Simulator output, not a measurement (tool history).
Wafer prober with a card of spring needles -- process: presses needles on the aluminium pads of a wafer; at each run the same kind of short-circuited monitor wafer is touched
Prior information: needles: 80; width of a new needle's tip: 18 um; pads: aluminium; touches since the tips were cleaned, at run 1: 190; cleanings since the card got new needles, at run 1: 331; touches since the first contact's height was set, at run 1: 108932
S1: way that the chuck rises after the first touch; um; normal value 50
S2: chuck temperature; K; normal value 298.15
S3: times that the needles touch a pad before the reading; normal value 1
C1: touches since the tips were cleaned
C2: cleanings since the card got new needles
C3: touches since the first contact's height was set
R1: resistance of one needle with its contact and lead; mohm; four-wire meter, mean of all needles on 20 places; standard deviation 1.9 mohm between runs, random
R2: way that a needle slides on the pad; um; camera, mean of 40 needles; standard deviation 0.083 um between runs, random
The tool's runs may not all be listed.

| run | hour | S1 | S2 | S3 | C1 | C2 | C3 | R1 | R2 |
|---|---|---|---|---|---|---|---|---|---|
| 1 | 0 | 50 | 298.15 | 1 | 190 | 331 | 108932 | 258 | 10.06 |
|  | 3.9 | tips cleaned on abrasive film |
|  | 7.8 | tips cleaned on abrasive film |
|  | 11.7 | tips cleaned on abrasive film |
|  | 15.7 | tips cleaned on abrasive film |
|  | 20.5 | tips cleaned on abrasive film |
|  | 22.7 | height of the first contact set anew |
|  | 25.7 | tips cleaned on abrasive film |
|  | 29.6 | tips cleaned on abrasive film |
|  | 34.5 | tips cleaned on abrasive film |
|  | 38.4 | tips cleaned on abrasive film |
|  | 43.3 | tips cleaned on abrasive film |
|  | 48.2 | tips cleaned on abrasive film |
|  | 53 | tips cleaned on abrasive film |
|  | 56.9 | tips cleaned on abrasive film |
|  | 61.8 | tips cleaned on abrasive film |
|  | 65.7 | tips cleaned on abrasive film |
|  | 69.6 | tips cleaned on abrasive film |
|  | 74.5 | tips cleaned on abrasive film |
|  | 78.4 | tips cleaned on abrasive film |
| 2 | 80.5 | 50 | 298.15 | 1 | 1412 | 349 | 38528 | 378 | 10.42 |
|  | 82.5 | tips cleaned on abrasive film |
|  | 87.4 | tips cleaned on abrasive film |
|  | 92.2 | tips cleaned on abrasive film |
|  | 96.2 | tips cleaned on abrasive film |
|  | 101 | tips cleaned on abrasive film |
|  | 105.9 | tips cleaned on abrasive film |
|  | 110.8 | tips cleaned on abrasive film |
|  | 115.6 | tips cleaned on abrasive film |
|  | 119.6 | tips cleaned on abrasive film |
| 3 | 120.2 | 50 | 298.15 | 1 | 466 | 358 | 65040 | 291 | 10.28 |
|  | 124.2 | tips cleaned on abrasive film |
|  | 128.1 | tips cleaned on abrasive film |
|  | 133 | tips cleaned on abrasive film |
|  | 137.8 | tips cleaned on abrasive film |
|  | 141.7 | tips cleaned on abrasive film |
|  | 145.7 | tips cleaned on abrasive film |
|  | 150.5 | tips cleaned on abrasive film |
|  | 154.4 | tips cleaned on abrasive film |
|  | 158.4 | tips cleaned on abrasive film |
|  | 163.2 | tips cleaned on abrasive film |
|  | 167.1 | tips cleaned on abrasive film |
|  | 171.1 | tips cleaned on abrasive film |
|  | 175.9 | tips cleaned on abrasive film |
|  | 179.9 | tips cleaned on abrasive film |
|  | 183.8 | tips cleaned on abrasive film |
|  | 188.6 | tips cleaned on abrasive film |
|  | 193.5 | tips cleaned on abrasive film |
|  | 197.4 | tips cleaned on abrasive film |
|  | 201.6 | tips cleaned on abrasive film |
| 4 | 201.6 | 50 | 298.15 | 1 | 0 | 377 | 119246 | 242 | 9.95 |
|  | 206.4 | tips cleaned on abrasive film |
|  | 208.7 | height of the first contact set anew |
|  | 211.6 | tips cleaned on abrasive film |
|  | 215.5 | tips cleaned on abrasive film |
|  | 219.4 | tips cleaned on abrasive film |
|  | 224.3 | tips cleaned on abrasive film |
|  | 228.2 | tips cleaned on abrasive film |
|  | 233.1 | tips cleaned on abrasive film |
|  | 238 | tips cleaned on abrasive film |
|  | 242.8 | tips cleaned on abrasive film |
|  | 247.7 | tips cleaned on abrasive film |
|  | 251.6 | tips cleaned on abrasive film |
|  | 256.5 | tips cleaned on abrasive film |
|  | 261.4 | tips cleaned on abrasive film |
|  | 265.3 | tips cleaned on abrasive film |
|  | 269.2 | tips cleaned on abrasive film |
|  | 274.1 | tips cleaned on abrasive film |
|  | 279 | tips cleaned on abrasive film |
|  | 283.8 | tips cleaned on abrasive film |
| 5 | 283.8 | 50 | 307.15 | 1 | 0 | 395 | 50134 | 248 | 10.35 |
|  | 288.7 | tips cleaned on abrasive film |
|  | 293.6 | tips cleaned on abrasive film |
|  | 298.4 | tips cleaned on abrasive film |
|  | 303.3 | tips cleaned on abrasive film |
|  | 308.2 | tips cleaned on abrasive film |
|  | 312.1 | tips cleaned on abrasive film |
|  | 317 | tips cleaned on abrasive film |
|  | 321.8 | tips cleaned on abrasive film |
|  | 325.7 | tips cleaned on abrasive film |
|  | 329.7 | tips cleaned on abrasive film |
|  | 334.5 | tips cleaned on abrasive film |
|  | 339.4 | tips cleaned on abrasive film |
|  | 343.3 | tips cleaned on abrasive film |
|  | 348.2 | tips cleaned on abrasive film |
|  | 352.1 | tips cleaned on abrasive film |
|  | 356 | tips cleaned on abrasive film |
|  | 360.9 | tips cleaned on abrasive film |
|  | 364.8 | tips cleaned on abrasive film |
| 6 | 366 | 50 | 298.15 | 1 | 785 | 413 | 104964 | 358 | 10.09 |
|  | 368.9 | tips cleaned on abrasive film |
|  | 372.8 | tips cleaned on abrasive film |
|  | 377.7 | tips cleaned on abrasive film |
|  | 382.6 | tips cleaned on abrasive film |
|  | 386.5 | tips cleaned on abrasive film |
|  | 390.4 | tips cleaned on abrasive film |
|  | 394.5 | height of the first contact set anew |
|  | 395.6 | tips cleaned on abrasive film |
|  | 400.4 | tips cleaned on abrasive film |
|  | 404.4 | tips cleaned on abrasive film |
| 7 | 405 | 58 | 298.15 | 1 | 466 | 422 | 6979 | 279 | 12.19 |
|  | 409 | tips cleaned on abrasive film |
|  | 413.8 | tips cleaned on abrasive film |
|  | 418.7 | tips cleaned on abrasive film |
|  | 423.6 | tips cleaned on abrasive film |
|  | 427.5 | tips cleaned on abrasive film |
|  | 431.4 | tips cleaned on abrasive film |
|  | 436.3 | tips cleaned on abrasive film |
|  | 440.2 | tips cleaned on abrasive film |
|  | 444.1 | tips cleaned on abrasive film |
|  | 449 | tips cleaned on abrasive film |
| 8 | 452 | 49 | 354.15 | 1 | 2053 | 432 | 38334 | 460 | 10.14 |
|  | 453 | tips cleaned on abrasive film |
|  | 457 | tips cleaned on abrasive film |
|  | 461.8 | tips cleaned on abrasive film |
|  | 465.8 | tips cleaned on abrasive film |
|  | 469.7 | tips cleaned on abrasive film |
|  | 474.5 | tips cleaned on abrasive film |
|  | 479.4 | tips cleaned on abrasive film |
|  | 483.3 | tips cleaned on abrasive film |
|  | 488.2 | tips cleaned on abrasive film |
|  | 500.2 | card fitted with new needles |
|  | 505.1 | tips cleaned on abrasive film |
|  | 509.9 | tips cleaned on abrasive film |
|  | 513.9 | tips cleaned on abrasive film |
|  | 517.8 | tips cleaned on abrasive film |
|  | 522.2 | tips cleaned on abrasive film |
| 9 | 522.2 | 67 | 333.15 | 1 | 0 | 5 | 14653 | 218 | 14.13 |
|  | 527 | tips cleaned on abrasive film |
|  | 531.9 | tips cleaned on abrasive film |
|  | 535.8 | tips cleaned on abrasive film |
|  | 540.7 | tips cleaned on abrasive film |
|  | 545.6 | tips cleaned on abrasive film |
|  | 549.5 | tips cleaned on abrasive film |
|  | 554.4 | tips cleaned on abrasive film |
|  | 558.3 | tips cleaned on abrasive film |
|  | 563.1 | tips cleaned on abrasive film |
| 10 | 563.1 | 34 | 315.15 | 1 | 0 | 14 | 41959 | 234 | 6.95 |
|  | 567 | tips cleaned on abrasive film |
|  | 570.9 | tips cleaned on abrasive film |
|  | 575.8 | tips cleaned on abrasive film |
|  | 579.7 | tips cleaned on abrasive film |
|  | 584.6 | tips cleaned on abrasive film |
|  | 588.5 | tips cleaned on abrasive film |
|  | 593.4 | tips cleaned on abrasive film |
|  | 598.2 | tips cleaned on abrasive film |
|  | 603.1 | tips cleaned on abrasive film |
|  | 607 | tips cleaned on abrasive film |
|  | 611.9 | tips cleaned on abrasive film |
|  | 616.8 | tips cleaned on abrasive film |
|  | 620.7 | tips cleaned on abrasive film |
|  | 624.6 | tips cleaned on abrasive film |
| 11 | 627.3 | 42 | 300.15 | 2 | 1822 | 28 | 84804 | 310 | 8.45 |
|  | 629.3 | tips cleaned on abrasive film |
|  | 634.1 | tips cleaned on abrasive film |
|  | 638.1 | tips cleaned on abrasive film |
|  | 642.9 | tips cleaned on abrasive film |
|  | 647.8 | tips cleaned on abrasive film |
|  | 651.7 | tips cleaned on abrasive film |
|  | 656.6 | tips cleaned on abrasive film |
|  | 660.5 | tips cleaned on abrasive film |
|  | 665.4 | tips cleaned on abrasive film |
|  | 669.3 | tips cleaned on abrasive film |
| 12 | 671.8 | 35 | 320.15 | 1 | 1740 | 38 | 114543 | 452 | 6.85 |
|  | 673.8 | tips cleaned on abrasive film |
|  | 677.8 | tips cleaned on abrasive film |
|  | 681.7 | tips cleaned on abrasive film |
|  | 685.8 | height of the first contact set anew |
|  | 686.9 | tips cleaned on abrasive film |
|  | 691.7 | tips cleaned on abrasive film |
|  | 695.6 | tips cleaned on abrasive film |
|  | 699.6 | tips cleaned on abrasive film |
|  | 703.5 | tips cleaned on abrasive film |
|  | 708.3 | tips cleaned on abrasive film |
|  | 713.2 | tips cleaned on abrasive film |
|  | 717.1 | tips cleaned on abrasive film |
| 13 | 720.8 | 35 | 358.15 | 1 | 2504 | 49 | 23342 | 452 | 7.43 |

Below, some changes in R1 between adjacent runs. For each, the amount present without the hidden state too (settings, incoming material, random variation) and the amount remaining for the hidden state with gauge scatter not shared by both compared results:
What the log doesn't record here: debris on the tips, nm; way that the needles fall short of the set height, um; tips' diameter, um; drift of the gauge itself on contact_mohm, %; drift of the gauge itself on scrub_um, %.
Run 8 -> 9: S1 49 -> 67, S2 354.15 -> 333.15, tips cleaned on abrasive film, tips cleaned on abrasive film, tips cleaned on abrasive film, tips cleaned on abrasive film, tips cleaned on abrasive film, tips cleaned on abrasive film, tips cleaned on abrasive film, tips cleaned on abrasive film, tips cleaned on abrasive film, card fitted with new needles, tips cleaned on abrasive film, tips cleaned on abrasive film, tips cleaned on abrasive film, tips cleaned on abrasive film, tips cleaned on abrasive film. R1 -242 mohm: hidden state -228, all else -14.
